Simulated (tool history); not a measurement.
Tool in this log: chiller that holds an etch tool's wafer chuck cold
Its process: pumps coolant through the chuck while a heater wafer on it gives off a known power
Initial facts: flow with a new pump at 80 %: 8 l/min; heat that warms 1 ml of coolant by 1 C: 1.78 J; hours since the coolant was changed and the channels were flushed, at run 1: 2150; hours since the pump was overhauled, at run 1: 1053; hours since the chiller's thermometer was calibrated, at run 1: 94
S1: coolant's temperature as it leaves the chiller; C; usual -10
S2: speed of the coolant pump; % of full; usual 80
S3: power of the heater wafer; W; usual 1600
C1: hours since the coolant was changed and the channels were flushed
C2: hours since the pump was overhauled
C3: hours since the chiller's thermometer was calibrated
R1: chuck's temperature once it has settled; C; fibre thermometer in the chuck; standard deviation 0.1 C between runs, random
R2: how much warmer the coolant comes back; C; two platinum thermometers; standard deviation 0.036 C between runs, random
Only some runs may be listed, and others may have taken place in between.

run    hour   S1  S2    S3    C1    C2    C3   R1    R2
  1       0  -10  80  1600  2150  1053    94  6.5  6.73
  2      97  -10  80  1600  2247  1150   191  6.4  6.72
  3   211.3  -10  80  1600  2361  1265   305  6.5  6.75
  4   290.5  -10  80  1600  2440  1344   385  6.6  6.79
  5   353.9  -10  80  1600  2504  1407   448  6.3   6.7
  6     433  -10  80  1600  2583  1486   527  6.5  6.79
  7   580.9  -10  95  1600  2731  1634   675  4.5  5.69
  8   721.6  -10  95  1600  2872  1775   816  4.3  5.74
  9   845.7  -10  79  1816  2996  1899   940  8.8  7.72
 10   934.8  -10  71  1600  3085  1988  1029    8  7.55
 11  1025.4  -10  71  1600  3175  2079  1119    8  7.54
 12  1139.6  -10  71  1600  3290  2193  1234    8  7.52
 13  1274.6  -10  71  1600  3425  2328  1369    8  7.61

The next listed run, before its measurement:
     1386.4  -- coolant changed, channels flushed
 14  1389.6  -10  71  1600   3  2437  1478   ?   ?

Run 14 yielded R1 7.9 C, R2 7.55 C.
On a tool with no hidden condition, and with the same random variation, this run would have come out at R1 7.9 C, R2 7.55 C.
